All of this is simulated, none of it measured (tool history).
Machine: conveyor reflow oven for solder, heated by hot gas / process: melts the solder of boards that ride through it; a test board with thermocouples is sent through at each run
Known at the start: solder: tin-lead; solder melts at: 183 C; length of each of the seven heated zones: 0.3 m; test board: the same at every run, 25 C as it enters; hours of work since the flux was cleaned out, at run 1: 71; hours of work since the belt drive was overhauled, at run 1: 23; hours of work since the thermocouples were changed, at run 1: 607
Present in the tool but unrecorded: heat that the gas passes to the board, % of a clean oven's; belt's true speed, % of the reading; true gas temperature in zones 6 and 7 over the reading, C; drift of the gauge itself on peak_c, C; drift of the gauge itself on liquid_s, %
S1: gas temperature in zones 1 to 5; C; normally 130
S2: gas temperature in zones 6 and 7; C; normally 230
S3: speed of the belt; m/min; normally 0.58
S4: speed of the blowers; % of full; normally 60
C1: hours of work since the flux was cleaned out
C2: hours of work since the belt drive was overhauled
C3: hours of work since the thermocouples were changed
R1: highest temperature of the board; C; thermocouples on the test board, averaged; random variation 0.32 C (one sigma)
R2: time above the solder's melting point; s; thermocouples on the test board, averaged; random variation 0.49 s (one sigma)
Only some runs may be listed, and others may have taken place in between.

run 1 day=0 | S1=130 S2=230 S3=0.58 S4=60 | C1=71 C2=23 C3=607 | R1=203.1 R2=32.8
run 2 day=0.592 | S1=130 S2=230 S3=0.58 S4=60 | C1=77 C2=29 C3=613 | R1=203.1 R2=30.9
run 3 day=1.079 | S1=141 S2=230 S3=0.58 S4=60 | C1=82 C2=34 C3=618 | R1=206.6 R2=36.2
run 4 day=1.754 | S1=130 S2=230 S3=0.602 S4=60 | C1=88 C2=41 C3=624 | R1=201.7 R2=28.4
run 5 day=2.188 | S1=130 S2=230 S3=0.602 S4=60 | C1=92 C2=45 C3=629 | R1=201.9 R2=29.1
run 6 day=2.883 | S1=116 S2=230 S3=0.602 S4=60 | C1=99 C2=52 C3=635 | R1=198.2 R2=22.2
run 7 day=3.196 | S1=116 S2=230 S3=0.602 S4=60 | C1=102 C2=55 C3=638 | R1=198.4 R2=23.1
run 8 day=3.633 | S1=138 S2=221 S3=0.545 S4=80 | C1=107 C2=59 C3=643 | R1=206.1 R2=41.9
run 9 day=3.933 | S1=135 S2=221 S3=0.594 S4=53 | C1=110 C2=62 C3=646 | R1=193.5 R2=19.4
run 10 day=4.583 | S1=135 S2=221 S3=0.594 S4=53 | C1=116 C2=68 C3=652 | R1=193.1 R2=18.9
run 11 day=5.096 | S1=144 S2=222 S3=0.622 S4=64 | C1=121 C2=73 C3=657 | R1=200.1 R2=30.2
run 12 day=5.396 | S1=142 S2=230 S3=0.61 S4=87 | C1=124 C2=76 C3=660 | R1=213.7 R2=42.5
-- day=5.692 thermocouples of zones 6 and 7 changed
run 13 day=5.958 | S1=131 S2=230 S3=0.58 S4=81 | C1=129 C2=81 C3=3 | R1=210.9 R2=39.8
run 14 day=6.658 | S1=125 S2=230 S3=0.58 S4=68 | C1=136 C2=88 C3=10 | R1=205.8 R2=32.4

Branching from run 14: 3 alternative next runs. What would each branch give?
run A day=7.171 | S1=125 S2=230 S3=0.58 S4=60 | C1=141 C2=93 C3=15 | R1=? R2=?
run B day=7.171 | S1=125 S2=230 S3=0.595 S4=68 | C1=141 C2=93 C3=15 | R1=? R2=?
run C day=7.171 | S1=141 S2=220 S3=0.58 S4=60 | C1=141 C2=93 C3=15 | R1=? R2=?

run=A R1=202.1 R2=28.3
run=B R1=204.5 R2=31.6
run=C R1=198.8 R2=29.5
The same runs, with their run-to-run variation unchanged, on a tool lacking any hidden condition would have given:
run=A R1=202.2 R2=28.4
run=B R1=204.6 R2=31.7
run=C R1=198.9 R2=29.6

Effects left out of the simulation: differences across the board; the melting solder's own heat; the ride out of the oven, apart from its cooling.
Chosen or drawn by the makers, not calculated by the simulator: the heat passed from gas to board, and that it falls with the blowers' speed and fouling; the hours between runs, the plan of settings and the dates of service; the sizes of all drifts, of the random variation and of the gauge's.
